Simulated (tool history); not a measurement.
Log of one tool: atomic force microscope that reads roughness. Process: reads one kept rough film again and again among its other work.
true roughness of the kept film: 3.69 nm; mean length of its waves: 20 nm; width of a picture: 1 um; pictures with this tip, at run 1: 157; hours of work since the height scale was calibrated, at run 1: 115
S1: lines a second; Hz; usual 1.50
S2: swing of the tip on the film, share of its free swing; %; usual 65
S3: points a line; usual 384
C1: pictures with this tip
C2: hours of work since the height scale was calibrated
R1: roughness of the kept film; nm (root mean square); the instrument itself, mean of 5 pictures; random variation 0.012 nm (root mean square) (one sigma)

{"run": 1, "hour": 0.0, "S1": 1.5, "S2": 65, "S3": 384, "C1": 157, "C2": 115, "R1": 2.569}
{"run": 2, "hour": 12.7, "S1": 1.5, "S2": 65, "S3": 384, "C1": 167, "C2": 120, "R1": 2.572}
{"run": 3, "hour": 27.8, "S1": 1.5, "S2": 65, "S3": 384, "C1": 179, "C2": 127, "R1": 2.534}
{"run": 4, "hour": 38.4, "S1": 1.5, "S2": 75, "S3": 384, "C1": 188, "C2": 131, "R1": 2.449}
{"run": 5, "hour": 45.3, "S1": 1.5, "S2": 65, "S3": 843, "C1": 193, "C2": 134, "R1": 2.548}
{"run": 6, "hour": 57.3, "S1": 1.5, "S2": 65, "S3": 966, "C1": 203, "C2": 139, "R1": 2.55}
{"run": 7, "hour": 67.4, "S1": 1.5, "S2": 65, "S3": 966, "C1": 211, "C2": 144, "R1": 2.52}
{"run": 8, "hour": 76.7, "S1": 1.5, "S2": 65, "S3": 384, "C1": 219, "C2": 148, "R1": 2.454}
{"run": 9, "hour": 84.5, "S1": 1.5, "S2": 65, "S3": 384, "C1": 225, "C2": 151, "R1": 2.452}
{"run": 10, "hour": 100.2, "S1": 1.5, "S2": 65, "S3": 384, "C1": 238, "C2": 158, "R1": 2.419}
{"run": 11, "hour": 114.0, "S1": 1.5, "S2": 65, "S3": 384, "C1": 249, "C2": 164, "R1": 2.42}
{"run": 12, "hour": 125.7, "S1": 2.92, "S2": 65, "S3": 384, "C1": 258, "C2": 169, "R1": 2.342}
{"hour": 130.5, "done": "new tip fitted"}
{"run": 13, "hour": 141.8, "S1": 1.5, "S2": 62, "S3": 384, "C1": 9, "C2": 176, "R1": 2.943}
{"run": 14, "hour": 149.3, "S1": 1.5, "S2": 62, "S3": 384, "C1": 15, "C2": 179, "R1": 2.933}
{"run": 15, "hour": 160.8, "S1": 1.5, "S2": 62, "S3": 384, "C1": 24, "C2": 184, "R1": 2.923}
{"run": 16, "hour": 176.3, "S1": 3.89, "S2": 65, "S3": 341, "C1": 36, "C2": 190, "R1": 2.671}
{"hour": 178.2, "done": "height scale calibrated on a step standard"}
{"run": 17, "hour": 191.9, "S1": 0.55, "S2": 58, "S3": 384, "C1": 48, "C2": 6, "R1": 2.925}
{"hour": 201.9, "done": "height scale calibrated on a step standard, once more"}
{"run": 18, "hour": 207.6, "S1": 1.97, "S2": 86, "S3": 384, "C1": 60, "C2": 2, "R1": 2.484}
{"run": 19, "hour": 215.4, "S1": 0.57, "S2": 86, "S3": 384, "C1": 66, "C2": 6, "R1": 2.736}
{"run": 20, "hour": 229.4, "S1": 2.9, "S2": 65, "S3": 384, "C1": 78, "C2": 12, "R1": 2.647}
{"run": 21, "hour": 244.2, "S1": 2.9, "S2": 67, "S3": 454, "C1": 90, "C2": 18, "R1": 2.632}
{"run": 22, "hour": 254.7, "S1": 0.57, "S2": 80, "S3": 911, "C1": 98, "C2": 23, "R1": 2.75}
{"run": 23, "hour": 263.2, "S1": 0.57, "S2": 80, "S3": 911, "C1": 105, "C2": 26, "R1": 2.745}
{"run": 24, "hour": 278.8, "S1": 3.86, "S2": 73, "S3": 259, "C1": 117, "C2": 33, "R1": 2.324}
{"run": 25, "hour": 294.5, "S1": 3.86, "S2": 73, "S3": 259, "C1": 130, "C2": 40, "R1": 2.303}
{"run": 26, "hour": 306.7, "S1": 3.86, "S2": 73, "S3": 427, "C1": 140, "C2": 45, "R1": 2.335}
{"run": 27, "hour": 322.5, "S1": 0.95, "S2": 67, "S3": 436, "C1": 153, "C2": 52, "R1": 2.634}
{"run": 28, "hour": 338.6, "S1": 0.65, "S2": 67, "S3": 663, "C1": 166, "C2": 59, "R1": 2.653}
{"run": 29, "hour": 347.0, "S1": 2.15, "S2": 65, "S3": 770, "C1": 172, "C2": 63, "R1": 2.544}
{"run": 30, "hour": 353.8, "S1": 2.15, "S2": 65, "S3": 770, "C1": 178, "C2": 66, "R1": 2.541}

Forecast each of these 4 alternatives for the next run:
{"run": "A", "hour": 360.8, "S1": 0.87, "S2": 82, "S3": 689, "C1": 184, "C2": 69, "R1": "?"}
{"run": "B", "hour": 360.8, "S1": 1.5, "S2": 63, "S3": 384, "C1": 184, "C2": 69, "R1": "?"}
{"run": "C", "hour": 360.8, "S1": 0.64, "S2": 72, "S3": 922, "C1": 184, "C2": 69, "R1": "?"}
{"run": "D", "hour": 360.8, "S1": 0.56, "S2": 85, "S3": 332, "C1": 184, "C2": 69, "R1": "?"}

run=A R1=2.506
run=B R1=2.550
run=C R1=2.624
run=D R1=2.502
Without the tool's hidden state the same runs would have given:
run=A R1=2.917
run=B R1=2.967
run=C R1=3.054
run=D R1=2.912
